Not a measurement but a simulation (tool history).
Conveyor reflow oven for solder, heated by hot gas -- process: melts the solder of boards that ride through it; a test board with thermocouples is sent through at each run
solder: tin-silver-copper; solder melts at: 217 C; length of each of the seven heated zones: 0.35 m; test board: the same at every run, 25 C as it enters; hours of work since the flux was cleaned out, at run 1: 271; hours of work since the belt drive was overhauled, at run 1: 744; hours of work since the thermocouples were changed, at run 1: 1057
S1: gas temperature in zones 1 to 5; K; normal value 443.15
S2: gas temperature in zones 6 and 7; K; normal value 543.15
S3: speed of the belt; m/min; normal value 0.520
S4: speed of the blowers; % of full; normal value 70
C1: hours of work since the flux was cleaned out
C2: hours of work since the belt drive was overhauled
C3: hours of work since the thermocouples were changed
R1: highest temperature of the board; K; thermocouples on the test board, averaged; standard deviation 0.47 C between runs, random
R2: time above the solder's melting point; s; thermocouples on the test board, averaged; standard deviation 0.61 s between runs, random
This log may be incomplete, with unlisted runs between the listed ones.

run 1 hour=0.0 | S1=443.15 S2=543.15 S3=0.520 S4=70 | C1=271 C2=744 C3=1057 | R1=520.05 R2=53.8
run 2 hour=22.0 | S1=443.15 S2=543.15 S3=0.520 S4=70 | C1=289 C2=761 C3=1075 | R1=520.15 R2=52.9
run 3 hour=43.9 | S1=433.15 S2=543.15 S3=0.520 S4=70 | C1=306 C2=779 C3=1092 | R1=517.25 R2=47.9
-- hour=52.7 flux residue cleaned out of gas plates and filters
run 4 hour=72.8 | S1=432.15 S2=543.15 S3=0.520 S4=70 | C1=16 C2=798 C3=1111 | R1=519.25 R2=51.7
run 5 hour=86.9 | S1=432.15 S2=543.15 S3=0.520 S4=70 | C1=27 C2=809 C3=1123 | R1=519.75 R2=51.0
run 6 hour=102.1 | S1=432.15 S2=543.15 S3=0.520 S4=70 | C1=39 C2=821 C3=1135 | R1=519.45 R2=50.5
-- hour=118.5 thermocouples of zones 6 and 7 changed
run 7 hour=121.2 | S1=432.15 S2=543.15 S3=0.520 S4=70 | C1=53 C2=835 C3=2 | R1=521.55 R2=52.3
run 8 hour=135.6 | S1=432.15 S2=543.15 S3=0.520 S4=70 | C1=65 C2=846 C3=14 | R1=521.35 R2=52.5
run 9 hour=155.5 | S1=457.15 S2=543.15 S3=0.520 S4=70 | C1=81 C2=862 C3=30 | R1=527.05 R2=66.2
run 10 hour=173.6 | S1=454.15 S2=541.15 S3=0.614 S4=72 | C1=95 C2=877 C3=44 | R1=518.65 R2=47.5
run 11 hour=190.8 | S1=434.15 S2=552.15 S3=0.614 S4=66 | C1=109 C2=890 C3=58 | R1=521.15 R2=42.5
run 12 hour=204.4 | S1=434.15 S2=552.15 S3=0.455 S4=51 | C1=120 C2=901 C3=69 | R1=528.25 R2=67.7
run 13 hour=227.2 | S1=434.15 S2=552.15 S3=0.455 S4=51 | C1=138 C2=919 C3=87 | R1=528.95 R2=68.6
run 14 hour=250.4 | S1=434.15 S2=552.15 S3=0.455 S4=51 | C1=156 C2=938 C3=105 | R1=527.75 R2=68.1
run 15 hour=274.3 | S1=448.15 S2=543.15 S3=0.520 S4=70 | C1=175 C2=957 C3=124 | R1=523.85 R2=61.1
run 16 hour=285.5 | S1=443.15 S2=548.15 S3=0.583 S4=66 | C1=184 C2=966 C3=133 | R1=521.25 R2=48.4

Below are 4 alternative next runs, each starting from the tool's condition after run 16. Predict each:
run A hour=297.1 | S1=443.15 S2=543.15 S3=0.520 S4=80 | C1=194 C2=975 C3=143 | R1=? R2=?
run B hour=297.1 | S1=443.15 S2=549.15 S3=0.435 S4=80 | C1=194 C2=975 C3=143 | R1=? R2=?
run C hour=297.1 | S1=454.15 S2=538.15 S3=0.520 S4=67 | C1=194 C2=975 C3=143 | R1=? R2=?
run D hour=297.1 | S1=443.15 S2=543.15 S3=0.520 S4=75 | C1=194 C2=975 C3=143 | R1=? R2=?

run=A R1=524.35 R2=59.7
run=B R1=535.65 R2=80.6
run=C R1=519.55 R2=59.1
run=D R1=524.25 R2=57.3
Take away the tool's hidden state, keep each run's random variation, and the runs would have read:
run=A R1=525.55 R2=59.2
run=B R1=536.75 R2=79.2
run=C R1=520.55 R2=58.5
run=D R1=525.35 R2=56.9
